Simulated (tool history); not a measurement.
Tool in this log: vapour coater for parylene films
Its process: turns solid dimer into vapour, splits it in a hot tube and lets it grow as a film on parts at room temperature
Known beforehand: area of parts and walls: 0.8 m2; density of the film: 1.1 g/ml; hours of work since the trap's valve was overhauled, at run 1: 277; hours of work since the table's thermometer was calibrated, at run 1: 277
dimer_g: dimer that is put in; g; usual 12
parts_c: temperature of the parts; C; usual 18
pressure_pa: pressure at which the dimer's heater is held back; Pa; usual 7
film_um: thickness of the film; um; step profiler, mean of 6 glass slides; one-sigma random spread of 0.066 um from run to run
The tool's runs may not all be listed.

| run | day | dimer_g | parts_c | pressure_pa | hours of work since the trap's valve was overhauled | hours of work since the table's thermometer was calibrated | film_um |
|---|---|---|---|---|---|---|---|
| 1 | 0 | 12 | 18 | 7 | 277 | 277 | 7.83 |
| 2 | 1.958 | 12 | 18 | 7 | 305 | 305 | 7.78 |
| 3 | 3.312 | 12 | 18 | 7 | 324 | 324 | 7.74 |
| 4 | 6.125 | 12 | 10 | 7 | 365 | 365 | 10.83 |
| 5 | 8.275 | 12 | 10 | 7 | 396 | 396 | 10.74 |
| 6 | 9.508 | 12 | 10 | 7 | 413 | 413 | 10.77 |
| 7 | 11.029 | 12 | 18 | 7 | 435 | 435 | 7.82 |
| 8 | 12.971 | 12 | 18 | 7 | 463 | 463 | 7.81 |
|  | 14.854 | trap's valve overhauled |
| 9 | 15.842 | 12 | 18 | 7 | 14 | 502 | 7.83 |
| 10 | 17.917 | 12 | 18 | 7 | 44 | 532 | 7.86 |
| 11 | 19.629 | 12 | 18 | 7 | 69 | 557 | 7.78 |
| 12 | 21.467 | 12 | 18 | 7 | 95 | 583 | 7.8 |
| 13 | 24.133 | 12 | 18 | 7 | 133 | 621 | 7.79 |
| 14 | 25.458 | 12 | 18 | 7 | 152 | 640 | 7.71 |
| 15 | 28.383 | 12 | 18 | 7 | 195 | 682 | 7.87 |
| 16 | 29.788 | 12 | 18 | 7 | 215 | 703 | 7.81 |
| 17 | 31.625 | 12 | 18 | 7 | 241 | 729 | 7.82 |
| 18 | 33.425 | 12 | 18 | 7 | 267 | 755 | 7.77 |
| 19 | 35.904 | 18 | 18 | 7 | 303 | 791 | 11.68 |
| 20 | 38.071 | 18 | 24 | 7.05 | 334 | 822 | 9.26 |
| 21 | 40.867 | 15 | 20 | 3.4 | 374 | 862 | 9.75 |
| 22 | 42.692 | 10 | 18 | 7.9 | 400 | 888 | 6.4 |
| 23 | 45.338 | 22 | 18 | 7.25 | 438 | 926 | 14.27 |
| 24 | 47.392 | 22 | 18 | 7.25 | 468 | 956 | 14.06 |
|  | 48.975 | trap's valve overhauled |
| 25 | 50.121 | 12 | 19 | 4.53 | 16 | 993 | 7.9 |
| 26 | 51.633 | 12 | 19 | 4.53 | 38 | 1014 | 8 |
| 27 | 53.375 | 12 | 19 | 4.53 | 63 | 1039 | 7.87 |
| 28 | 54.617 | 17 | 13 | 4.23 | 81 | 1057 | 14.36 |
| 29 | 56.771 | 7 | 13 | 4.23 | 112 | 1088 | 5.83 |
| 30 | 58.471 | 7 | 13 | 3.23 | 137 | 1113 | 6.11 |
| 31 | 59.658 | 20 | 26 | 4.23 | 154 | 1130 | 10.19 |
| 32 | 61.971 | 18 | 19 | 3.5 | 187 | 1163 | 12.09 |
| 33 | 64.458 | 13 | 19 | 6.09 | 223 | 1199 | 8.26 |
| 34 | 66.962 | 7 | 10 | 6.35 | 259 | 1235 | 6.32 |
| 35 | 68.462 | 6 | 21 | 4.76 | 280 | 1256 | 3.66 |

What differs in the tool's unlogged condition from the final listed run ahead of each entry between runs to the first listed run following it?
Logged between run 8 and run 9: trap's valve overhauled (day 14.854)
  vapour lost through the trap's worn valve, %: 0.2 -> 0
Logged between run 24 and run 25: trap's valve overhauled (day 48.975)
  vapour lost through the trap's worn valve, %: 0.2 -> 0
